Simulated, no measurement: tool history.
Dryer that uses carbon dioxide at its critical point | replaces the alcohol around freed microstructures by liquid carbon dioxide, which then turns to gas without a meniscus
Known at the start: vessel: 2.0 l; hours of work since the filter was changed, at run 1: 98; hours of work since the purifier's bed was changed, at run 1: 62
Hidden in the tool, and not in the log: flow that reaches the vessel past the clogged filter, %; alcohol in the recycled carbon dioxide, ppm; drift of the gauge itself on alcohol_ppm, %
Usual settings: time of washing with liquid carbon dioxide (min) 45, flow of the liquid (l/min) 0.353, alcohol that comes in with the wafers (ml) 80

run   hour  time of washing with liquid carbon dioxide (min)  flow of the liquid (l/min)  alcohol that comes in with the wafers (ml)  hours of work since the filter was changed  hours of work since the purifier's bed was changed  alcohol left in the vessel before it's heated (ppm by volume)
  1    0.0                                                45                       0.353                                          80                                          98                                                  62                                                            157
  2    4.8                                                45                       0.353                                          80                                         101                                                  64                                                            142
  3   11.9                                                45                       0.353                                          80                                         104                                                  68                                                            158
  4   19.8                                                45                       0.353                                          80                                         108                                                  72                                                            162
  5   30.2                                                45                       0.353                                          80                                         114                                                  77                                                            157
  6   40.2                                                45                       0.353                                          80                                         119                                                  83                                                            157
  7   50.1                                                45                       0.353                                          80                                         124                                                  88                                                            172
  8   54.9                                                50                       0.353                                          80                                         126                                                  90                                                             97
  9   63.0                                                45                       0.353                                          80                                         130                                                  94                                                            180
 10   69.9                                                45                       0.353                                         106                                         134                                                  98                                                            218
 11   76.7                                                45                       0.353                                          78                                         137                                                 101                                                            165
 12   85.3                                                45                       0.353                                          78                                         142                                                 105                                                            179
 13   94.0                                                45                       0.353                                          78                                         146                                                 110                                                            175
 14  100.5                                                69                       0.353                                          80                                         150                                                 113                                                             50
 15  107.1                                                66                       0.353                                          80                                         153                                                 117                                                             50
 16  113.2                                                66                       0.353                                          80                                         156                                                 120                                                             44
 17  122.0                                                66                       0.353                                          80                                         161                                                 124                                                             51
 18  127.2                                                66                       0.353                                          80                                         163                                                 127                                                             48
 19  135.1                                                29                       0.353                                         102                                         167                                                 131                                                           1474
 20  141.9                                                63                       0.353                                          21                                         171                                                 134                                                             48
 21  148.7                                                37                       0.353                                         112                                         174                                                 138                                                            612
 22  156.5                                                59                       0.322                                          84                                         178                                                 142                                                            101
 23  165.4                                                45                       0.481                                          80                                         183                                                 146                                                             61
 24  173.2                                                33                       0.353                                          28                                         187                                                 150                                                            285
 25  178.9                                                45                       0.400                                          35                                         190                                                 153                                                             76
 26  187.3                                                45                       0.400                                          35                                         194                                                 157                                                             86
 27  196.8                                                45                       0.400                                          35                                         199                                                 162                                                             79
 28  206.8                                                35                       0.385                                          68                                         204                                                 167                                                            361
 29  216.2                                                35                       0.385                                          68                                         209                                                 172                                                            373
 30  222.1                                                35                       0.385                                          68                                         212                                                 175                                                            369
 31  228.8                                                35                       0.385                                          68                                         215                                                 179                                                            371
     231.6  -- inlet filter changed
 32  239.2                                                46                       0.353                                          55                                           4                                                 183                                                            119
 33  244.8                                                67                       0.416                                          72                                           7                                                 186                                                             44
 34  251.5                                                67                       0.416                                          72                                          10                                                 190                                                             50

3 ways to go on from here, each from the tool as it stands after run 34. What would each give?
  A  261.3                                                45                       0.353                                          30                                          15                                                 195                                                              ?
  B  261.3                                                67                       0.563                                          61                                          15                                                 195                                                              ?
  C  261.3                                                67                       0.595                                          20                                          15                                                 195                                                              ?

run  alcohol left in the vessel before it's heated (ppm by volume)
  A                                                            104
  B                                                             50
  C                                                             54
Without the tool's hidden state the same runs would have given:
run  alcohol left in the vessel before it's heated (ppm by volume)
  A                                                             57
  B                                                              4
  C                                                              8

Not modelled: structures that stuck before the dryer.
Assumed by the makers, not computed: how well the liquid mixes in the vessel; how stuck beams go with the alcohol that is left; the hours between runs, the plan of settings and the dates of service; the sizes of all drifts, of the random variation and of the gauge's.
